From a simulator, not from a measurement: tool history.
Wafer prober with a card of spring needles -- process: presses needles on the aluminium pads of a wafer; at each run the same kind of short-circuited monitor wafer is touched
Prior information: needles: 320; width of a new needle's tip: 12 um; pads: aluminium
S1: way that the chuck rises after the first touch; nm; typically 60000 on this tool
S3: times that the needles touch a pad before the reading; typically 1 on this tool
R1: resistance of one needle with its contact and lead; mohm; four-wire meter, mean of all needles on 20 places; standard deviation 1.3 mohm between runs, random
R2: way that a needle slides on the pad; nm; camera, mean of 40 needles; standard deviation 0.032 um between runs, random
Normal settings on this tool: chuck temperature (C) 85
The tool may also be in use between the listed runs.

{"run": 1, "hour": 0.0, "S1": 60000, "chuck temperature (C)": 85, "S3": 1, "R1": 209, "R2": 10950}
{"hour": 8.9, "done": "tips cleaned on abrasive film"}
{"hour": 20.4, "done": "height of the first contact set anew"}
{"hour": 29.3, "done": "tips cleaned on abrasive film"}
{"run": 2, "hour": 37.8, "S1": 60000, "chuck temperature (C)": 85, "S3": 1, "R1": 205, "R2": 10700}
{"hour": 51.0, "done": "tips cleaned on abrasive film"}
{"hour": 71.4, "done": "tips cleaned on abrasive film"}
{"run": 3, "hour": 86.9, "S1": 60000, "chuck temperature (C)": 85, "S3": 1, "R1": 233, "R2": 10710}
{"hour": 91.1, "done": "tips cleaned on abrasive film"}
{"hour": 112.8, "done": "tips cleaned on abrasive film"}
{"run": 4, "hour": 122.4, "S1": 60000, "chuck temperature (C)": 85, "S3": 1, "R1": 204, "R2": 10660}
{"hour": 134.7, "done": "tips cleaned on abrasive film"}
{"hour": 154.6, "done": "tips cleaned on abrasive film"}
{"run": 5, "hour": 170.6, "S1": 60000, "chuck temperature (C)": 85, "S3": 3, "R1": 158, "R2": 10630}
{"hour": 175.1, "done": "tips cleaned on abrasive film"}
{"hour": 196.6, "done": "tips cleaned on abrasive film"}
{"hour": 210.1, "done": "height of the first contact set anew, once more"}
{"hour": 217.9, "done": "tips cleaned on abrasive film"}
{"hour": 239.5, "done": "tips cleaned on abrasive film"}
{"run": 6, "hour": 240.4, "S1": 60000, "chuck temperature (C)": 85, "S3": 3, "R1": 121, "R2": 11280}
{"hour": 258.1, "done": "tips cleaned on abrasive film"}
{"hour": 277.5, "done": "tips cleaned on abrasive film"}
{"hour": 297.3, "done": "tips cleaned on abrasive film"}
{"run": 7, "hour": 297.3, "S1": 60000, "chuck temperature (C)": 85, "S3": 3, "R1": 116, "R2": 11200}
{"hour": 318.4, "done": "tips cleaned on abrasive film"}
{"hour": 339.2, "done": "tips cleaned on abrasive film"}
{"run": 8, "hour": 344.0, "S1": 60000, "chuck temperature (C)": 85, "S3": 3, "R1": 133, "R2": 11170}
{"hour": 359.6, "done": "tips cleaned on abrasive film"}
{"hour": 380.2, "done": "tips cleaned on abrasive film"}
{"run": 9, "hour": 392.5, "S1": 43000, "chuck temperature (C)": 85, "S3": 1, "R1": 302, "R2": 7920}
{"hour": 400.0, "done": "tips cleaned on abrasive film"}
{"hour": 421.4, "done": "tips cleaned on abrasive film"}
{"hour": 442.1, "done": "tips cleaned on abrasive film"}
{"hour": 463.4, "done": "tips cleaned on abrasive film"}
{"run": 10, "hour": 463.4, "S1": 60000, "chuck temperature (C)": 85, "S3": 1, "R1": 128, "R2": 11120}
{"hour": 484.1, "done": "tips cleaned on abrasive film"}
{"hour": 504.4, "done": "tips cleaned on abrasive film"}
{"run": 11, "hour": 516.4, "S1": 56000, "chuck temperature (C)": 88, "S3": 3, "R1": 158, "R2": 10290}
{"hour": 525.3, "done": "tips cleaned on abrasive film"}
{"hour": 546.5, "done": "tips cleaned on abrasive film"}
{"hour": 567.8, "done": "tips cleaned on abrasive film"}
{"hour": 568.1, "done": "height of the first contact set anew"}
{"run": 12, "hour": 574.2, "S1": 56000, "chuck temperature (C)": 88, "S3": 3, "R1": 148, "R2": 10570}
{"hour": 586.1, "done": "tips cleaned on abrasive film"}
{"hour": 606.1, "done": "tips cleaned on abrasive film"}
{"run": 13, "hour": 617.3, "S1": 72000, "chuck temperature (C)": 48, "S3": 1, "R1": 183, "R2": 13560}
{"hour": 625.8, "done": "tips cleaned on abrasive film"}
{"hour": 646.7, "done": "tips cleaned on abrasive film"}
{"run": 14, "hour": 657.1, "S1": 57000, "chuck temperature (C)": 36, "S3": 2, "R1": 169, "R2": 10620}
{"hour": 665.5, "done": "tips cleaned on abrasive film"}
{"hour": 686.9, "done": "tips cleaned on abrasive film"}
{"hour": 706.3, "done": "tips cleaned on abrasive film"}
{"run": 15, "hour": 707.9, "S1": 57000, "chuck temperature (C)": 36, "S3": 2, "R1": 135, "R2": 10630}
{"hour": 724.8, "done": "tips cleaned on abrasive film"}
{"hour": 744.7, "done": "tips cleaned on abrasive film"}
{"run": 16, "hour": 761.1, "S1": 60000, "chuck temperature (C)": 85, "S3": 1, "R1": 239, "R2": 11160}

Run 17, settings as shown, results not yet in. Your forecast:
{"hour": 765.6, "done": "tips cleaned on abrasive film"}
{"hour": 786.9, "done": "tips cleaned on abrasive film"}
{"hour": 808.4, "done": "tips cleaned on abrasive film"}
{"run": 17, "hour": 824.6, "S1": 60000, "chuck temperature (C)": 85, "S3": 1, "R1": "?", "R2": "?"}

R1: 244 mohm
R2: 11070 nm
With no hidden state in the tool, this same run would have given R1 113 mohm, R2 11300 nm.
